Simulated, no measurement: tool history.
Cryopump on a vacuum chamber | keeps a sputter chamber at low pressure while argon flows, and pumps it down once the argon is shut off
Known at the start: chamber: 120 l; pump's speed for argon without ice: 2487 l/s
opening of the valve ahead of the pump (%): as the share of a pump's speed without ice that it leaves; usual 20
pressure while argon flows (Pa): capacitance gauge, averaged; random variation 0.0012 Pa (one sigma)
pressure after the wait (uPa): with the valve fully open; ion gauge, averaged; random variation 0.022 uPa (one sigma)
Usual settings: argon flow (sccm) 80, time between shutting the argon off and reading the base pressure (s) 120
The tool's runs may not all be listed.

| run | hour | argon flow (sccm) | time between shutting the argon off and reading the base pressure (s) | opening of the valve ahead of the pump (%) | pressure while argon flows (Pa) | pressure after the wait (uPa) |
|---|---|---|---|---|---|---|
| 1 | 0 | 80 | 120 | 20 | 0.274 | 1.23 |
| 2 | 29.6 | 80 | 120 | 20 | 0.2753 | 1.29 |
| 3 | 43.8 | 101 | 120 | 20 | 0.3509 | 1.28 |
| 4 | 64.2 | 101 | 120 | 20 | 0.3471 | 1.28 |
| 5 | 87 | 101 | 120 | 20 | 0.3482 | 1.21 |
| 6 | 116.6 | 101 | 120 | 20 | 0.3502 | 1.26 |
| 7 | 146.3 | 80 | 120 | 46 | 0.1236 | 1.26 |
| 8 | 177.8 | 80 | 120 | 46 | 0.124 | 1.28 |
| 9 | 197.9 | 80 | 120 | 17 | 0.3253 | 1.26 |
| 10 | 217.8 | 80 | 120 | 17 | 0.3263 | 1.31 |
| 11 | 250.7 | 80 | 120 | 17 | 0.3292 | 1.25 |
| 12 | 281.4 | 37 | 120 | 17 | 0.1506 | 1.29 |
| 13 | 301.1 | 37 | 120 | 17 | 0.1499 | 1.3 |
| 14 | 321.7 | 37 | 120 | 17 | 0.15 | 1.36 |
| 15 | 339.6 | 37 | 120 | 17 | 0.1526 | 1.29 |
| 16 | 366.4 | 80 | 138 | 20 | 0.2777 | 1.26 |
| 17 | 389.6 | 56 | 120 | 20 | 0.1949 | 1.33 |
| 18 | 405.4 | 36 | 111 | 17 | 0.1478 | 1.35 |
| 19 | 430.6 | 36 | 111 | 17 | 0.1475 | 1.36 |
| 20 | 457.8 | 42 | 120 | 59 | 0.0536 | 1.37 |
| 21 | 478.6 | 42 | 161 | 59 | 0.0529 | 1.24 |
| 22 | 506.4 | 85 | 55 | 20 | 0.299 | 1.98 |
| 23 | 520.6 | 160 | 89 | 22 | 0.5129 | 1.53 |
| 24 | 549.4 | 160 | 89 | 22 | 0.5129 | 1.56 |
| 25 | 569.7 | 35 | 120 | 21 | 0.1167 | 1.41 |
| 26 | 593.6 | 35 | 120 | 21 | 0.1176 | 1.42 |
| 27 | 621.5 | 35 | 89 | 47 | 0.0551 | 1.58 |
| 28 | 635.4 | 35 | 89 | 47 | 0.0541 | 1.56 |
| 29 | 668.7 | 159 | 139 | 23 | 0.4916 | 1.34 |
| 30 | 692.4 | 159 | 139 | 23 | 0.4924 | 1.39 |
| 31 | 720.2 | 32 | 101 | 20 | 0.1134 | 1.45 |
| 32 | 742.9 | 32 | 101 | 20 | 0.1131 | 1.58 |
| 33 | 773.6 | 110 | 190 | 16 | 0.4808 | 1.26 |
| 34 | 803 | 75 | 120 | 20 | 0.2657 | 1.47 |

4 ways to go on from here, each from the tool as it stands after run 34. What would each give?
| A | 826.9 | 112 | 120 | 52 | ? | ? |
| B | 826.9 | 80 | 120 | 18 | ? | ? |
| C | 826.9 | 80 | 117 | 37 | ? | ? |
| D | 826.9 | 113 | 68 | 41 | ? | ? |

| run | pressure while argon flows (Pa) | pressure after the wait (uPa) |
|---|---|---|
| A | 0.1629 | 1.54 |
| B | 0.3162 | 1.47 |
| C | 0.1601 | 1.51 |
| D | 0.2064 | 1.85 |
Without the tool's hidden state the same runs would have given:
| run | pressure while argon flows (Pa) | pressure after the wait (uPa) |
|---|---|---|
| A | 0.1455 | 0.66 |
| B | 0.3036 | 0.61 |
| C | 0.1475 | 0.63 |
| D | 0.1887 | 0.98 |
